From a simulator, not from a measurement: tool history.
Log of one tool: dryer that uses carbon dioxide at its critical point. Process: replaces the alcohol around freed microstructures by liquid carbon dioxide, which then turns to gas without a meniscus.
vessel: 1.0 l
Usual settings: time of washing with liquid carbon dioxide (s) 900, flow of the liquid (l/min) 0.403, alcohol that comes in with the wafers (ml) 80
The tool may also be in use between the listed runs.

| run | hour | time of washing with liquid carbon dioxide (s) | flow of the liquid (l/min) | alcohol that comes in with the wafers (ml) | alcohol left in the vessel before it's heated (ppm by volume) |
|---|---|---|---|---|---|
| 1 | 0 | 900 | 0.403 | 80 | 471 |
| 2 | 10.5 | 900 | 0.403 | 80 | 484 |
| 3 | 20.4 | 900 | 0.403 | 80 | 496 |
| 4 | 30.5 | 900 | 0.403 | 80 | 517 |
| 5 | 36.3 | 1140 | 0.403 | 80 | 148 |
| 6 | 41.8 | 1140 | 0.403 | 80 | 148 |
| 7 | 49.9 | 1140 | 0.403 | 80 | 151 |
| 8 | 60.8 | 540 | 0.403 | 80 | 3793 |
| 9 | 69.3 | 900 | 0.403 | 80 | 547 |
| 10 | 80 | 900 | 0.403 | 80 | 566 |
| 11 | 88.2 | 1320 | 0.403 | 80 | 66 |
| 12 | 94.9 | 1320 | 0.403 | 80 | 69 |
| 13 | 102.5 | 1320 | 0.403 | 80 | 82 |
| 14 | 111.6 | 1320 | 0.403 | 80 | 76 |
| 15 | 119.7 | 900 | 0.564 | 80 | 107 |
| 16 | 131.2 | 900 | 0.564 | 80 | 121 |
| 17 | 141.9 | 1020 | 0.403 | 80 | 326 |
| 18 | 151.7 | 1020 | 0.403 | 80 | 310 |
| 19 | 158.2 | 1020 | 0.403 | 80 | 350 |
| 20 | 164.3 | 1020 | 0.566 | 80 | 69 |
| 21 | 171 | 900 | 0.37 | 80 | 899 |
| 22 | 180 | 900 | 0.37 | 80 | 915 |
| 23 | 185.6 | 900 | 0.37 | 80 | 950 |
| 24 | 192.5 | 900 | 0.37 | 52 | 626 |
| 25 | 199 | 600 | 0.418 | 52 | 1901 |
| 26 | 207.1 | 1200 | 0.418 | 27 | 50 |

The next listed run, before its measurement:
| 27 | 215.5 | 660 | 0.34 | 62 | ? |

alcohol left in the vessel before it's heated (ppm by volume): 3156
Without the tool's hidden state the same run would have given alcohol left in the vessel before it's heated (ppm by volume) 2464.
